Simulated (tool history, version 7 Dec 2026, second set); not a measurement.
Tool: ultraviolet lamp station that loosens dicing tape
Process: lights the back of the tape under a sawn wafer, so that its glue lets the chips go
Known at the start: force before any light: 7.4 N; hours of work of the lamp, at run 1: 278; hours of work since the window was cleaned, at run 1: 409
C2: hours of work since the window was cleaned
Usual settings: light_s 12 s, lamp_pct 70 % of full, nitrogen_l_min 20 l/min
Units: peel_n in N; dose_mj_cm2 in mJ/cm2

{"run": 1, "day": 0.0, "light_s": 12, "lamp_pct": 70, "nitrogen_l_min": 20, "hours of work of the lamp": 278, "C2": 409, "peel_n": 0.738, "dose_mj_cm2": 198}
{"run": 2, "day": 0.692, "light_s": 12, "lamp_pct": 95, "nitrogen_l_min": 20, "hours of work of the lamp": 288, "C2": 420, "peel_n": 0.39, "dose_mj_cm2": 274}
{"run": 3, "day": 1.433, "light_s": 12, "lamp_pct": 95, "nitrogen_l_min": 20, "hours of work of the lamp": 299, "C2": 431, "peel_n": 0.382, "dose_mj_cm2": 264}
{"run": 4, "day": 1.754, "light_s": 12, "lamp_pct": 95, "nitrogen_l_min": 20, "hours of work of the lamp": 304, "C2": 435, "peel_n": 0.395, "dose_mj_cm2": 269}
{"run": 5, "day": 2.058, "light_s": 12, "lamp_pct": 95, "nitrogen_l_min": 20, "hours of work of the lamp": 309, "C2": 440, "peel_n": 0.382, "dose_mj_cm2": 271}
{"run": 6, "day": 2.371, "light_s": 12, "lamp_pct": 95, "nitrogen_l_min": 20, "hours of work of the lamp": 313, "C2": 445, "peel_n": 0.39, "dose_mj_cm2": 270}
{"day": 3.112, "done": "window cleaned of glue's vapour"}
{"run": 7, "day": 3.112, "light_s": 11, "lamp_pct": 70, "nitrogen_l_min": 20, "hours of work of the lamp": 324, "C2": 0, "peel_n": 0.833, "dose_mj_cm2": 191}
{"run": 8, "day": 3.842, "light_s": 12, "lamp_pct": 70, "nitrogen_l_min": 20, "hours of work of the lamp": 335, "C2": 11, "peel_n": 0.713, "dose_mj_cm2": 207}
{"run": 9, "day": 4.154, "light_s": 12, "lamp_pct": 70, "nitrogen_l_min": 20, "hours of work of the lamp": 339, "C2": 15, "peel_n": 0.715, "dose_mj_cm2": 207}
{"run": 10, "day": 4.575, "light_s": 12, "lamp_pct": 70, "nitrogen_l_min": 20, "hours of work of the lamp": 346, "C2": 22, "peel_n": 0.712, "dose_mj_cm2": 208}
{"run": 11, "day": 5.071, "light_s": 12, "lamp_pct": 66, "nitrogen_l_min": 20, "hours of work of the lamp": 353, "C2": 29, "peel_n": 0.8, "dose_mj_cm2": 196}
{"run": 12, "day": 5.404, "light_s": 12, "lamp_pct": 66, "nitrogen_l_min": 10, "hours of work of the lamp": 358, "C2": 34, "peel_n": 1.224, "dose_mj_cm2": 191}
{"run": 13, "day": 6.033, "light_s": 12, "lamp_pct": 66, "nitrogen_l_min": 10, "hours of work of the lamp": 367, "C2": 43, "peel_n": 1.266, "dose_mj_cm2": 192}
{"run": 14, "day": 6.429, "light_s": 12, "lamp_pct": 70, "nitrogen_l_min": 20, "hours of work of the lamp": 373, "C2": 49, "peel_n": 0.73, "dose_mj_cm2": 207}
{"run": 15, "day": 6.771, "light_s": 12, "lamp_pct": 76, "nitrogen_l_min": 20, "hours of work of the lamp": 378, "C2": 54, "peel_n": 0.604, "dose_mj_cm2": 223}
{"run": 16, "day": 7.454, "light_s": 12, "lamp_pct": 76, "nitrogen_l_min": 20, "hours of work of the lamp": 389, "C2": 65, "peel_n": 0.616, "dose_mj_cm2": 218}
{"run": 17, "day": 7.858, "light_s": 12, "lamp_pct": 96, "nitrogen_l_min": 20, "hours of work of the lamp": 395, "C2": 71, "peel_n": 0.375, "dose_mj_cm2": 278}
{"run": 18, "day": 8.538, "light_s": 22, "lamp_pct": 70, "nitrogen_l_min": 20, "hours of work of the lamp": 405, "C2": 81, "peel_n": 0.207, "dose_mj_cm2": 380}
{"run": 19, "day": 9.033, "light_s": 22, "lamp_pct": 66, "nitrogen_l_min": 20, "hours of work of the lamp": 412, "C2": 88, "peel_n": 0.241, "dose_mj_cm2": 350}
{"run": 20, "day": 9.638, "light_s": 12, "lamp_pct": 70, "nitrogen_l_min": 20, "hours of work of the lamp": 421, "C2": 97, "peel_n": 0.76, "dose_mj_cm2": 197}
{"run": 21, "day": 10.092, "light_s": 12, "lamp_pct": 70, "nitrogen_l_min": 20, "hours of work of the lamp": 428, "C2": 104, "peel_n": 0.757, "dose_mj_cm2": 199}
{"run": 22, "day": 10.467, "light_s": 12, "lamp_pct": 70, "nitrogen_l_min": 29, "hours of work of the lamp": 433, "C2": 109, "peel_n": 0.601, "dose_mj_cm2": 194}
{"run": 23, "day": 11.162, "light_s": 6, "lamp_pct": 78, "nitrogen_l_min": 23, "hours of work of the lamp": 444, "C2": 120, "peel_n": 1.923, "dose_mj_cm2": 109}
{"run": 24, "day": 11.621, "light_s": 6, "lamp_pct": 78, "nitrogen_l_min": 23, "hours of work of the lamp": 450, "C2": 126, "peel_n": 1.912, "dose_mj_cm2": 112}

Run 25 comes next. What will it give?
{"run": 25, "day": 12.029, "light_s": 20, "lamp_pct": 62, "nitrogen_l_min": 26, "hours of work of the lamp": 457, "C2": 133, "peel_n": "?", "dose_mj_cm2": "?"}

Run 25 gave peel_n 0.295 N, dose_mj_cm2 292 mJ/cm2.
Without the tool's hidden state the same run would have given peel_n 0.212 N, dose_mj_cm2 349 mJ/cm2.
